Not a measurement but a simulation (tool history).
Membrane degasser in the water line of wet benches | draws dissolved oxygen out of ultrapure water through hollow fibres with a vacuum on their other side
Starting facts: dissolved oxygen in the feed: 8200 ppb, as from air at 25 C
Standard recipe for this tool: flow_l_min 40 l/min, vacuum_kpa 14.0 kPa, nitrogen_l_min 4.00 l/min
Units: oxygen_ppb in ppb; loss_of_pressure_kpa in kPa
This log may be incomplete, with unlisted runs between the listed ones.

{"run": 1, "hour": 0.0, "flow_l_min": 40, "vacuum_kpa": 14.0, "nitrogen_l_min": 4.0, "oxygen_ppb": 259.6, "loss_of_pressure_kpa": 36.92}
{"run": 2, "hour": 199.9, "flow_l_min": 40, "vacuum_kpa": 14.0, "nitrogen_l_min": 4.0, "oxygen_ppb": 259.0, "loss_of_pressure_kpa": 36.75}
{"run": 3, "hour": 432.9, "flow_l_min": 40, "vacuum_kpa": 14.0, "nitrogen_l_min": 4.0, "oxygen_ppb": 260.3, "loss_of_pressure_kpa": 36.73}
{"run": 4, "hour": 656.4, "flow_l_min": 40, "vacuum_kpa": 14.0, "nitrogen_l_min": 4.0, "oxygen_ppb": 259.8, "loss_of_pressure_kpa": 36.52}
{"run": 5, "hour": 816.6, "flow_l_min": 40, "vacuum_kpa": 14.0, "nitrogen_l_min": 4.0, "oxygen_ppb": 261.2, "loss_of_pressure_kpa": 36.67}
{"run": 6, "hour": 975.6, "flow_l_min": 33, "vacuum_kpa": 14.0, "nitrogen_l_min": 4.0, "oxygen_ppb": 215.6, "loss_of_pressure_kpa": 30.5}
{"run": 7, "hour": 1153.7, "flow_l_min": 40, "vacuum_kpa": 14.0, "nitrogen_l_min": 4.55, "oxygen_ppb": 232.8, "loss_of_pressure_kpa": 36.75}
{"hour": 1196.8, "done": "vacuum gauge calibrated"}
{"run": 8, "hour": 1422.5, "flow_l_min": 40, "vacuum_kpa": 14.0, "nitrogen_l_min": 4.55, "oxygen_ppb": 234.6, "loss_of_pressure_kpa": 37.33}
{"run": 9, "hour": 1582.0, "flow_l_min": 40, "vacuum_kpa": 14.0, "nitrogen_l_min": 4.55, "oxygen_ppb": 234.9, "loss_of_pressure_kpa": 36.86}
{"run": 10, "hour": 1762.2, "flow_l_min": 30, "vacuum_kpa": 14.0, "nitrogen_l_min": 4.55, "oxygen_ppb": 175.0, "loss_of_pressure_kpa": 27.95}
{"run": 11, "hour": 1967.8, "flow_l_min": 30, "vacuum_kpa": 14.0, "nitrogen_l_min": 4.55, "oxygen_ppb": 175.0, "loss_of_pressure_kpa": 27.9}
{"run": 12, "hour": 2227.3, "flow_l_min": 60, "vacuum_kpa": 11.4, "nitrogen_l_min": 4.81, "oxygen_ppb": 292.3, "loss_of_pressure_kpa": 55.75}

Expected results for the next run?
{"hour": 2317.7, "done": "vacuum gauge calibrated, once more"}
{"run": 13, "hour": 2492.4, "flow_l_min": 43, "vacuum_kpa": 25.5, "nitrogen_l_min": 4.0, "oxygen_ppb": "?", "loss_of_pressure_kpa": "?"}

{"run 13": {"oxygen_ppb": 547.9, "loss_of_pressure_kpa": 40.0}}
If the tool had no hidden condition, the same run with the same run-to-run variation would have returned oxygen_ppb 540.6 ppb, loss_of_pressure_kpa 38.89 kPa.

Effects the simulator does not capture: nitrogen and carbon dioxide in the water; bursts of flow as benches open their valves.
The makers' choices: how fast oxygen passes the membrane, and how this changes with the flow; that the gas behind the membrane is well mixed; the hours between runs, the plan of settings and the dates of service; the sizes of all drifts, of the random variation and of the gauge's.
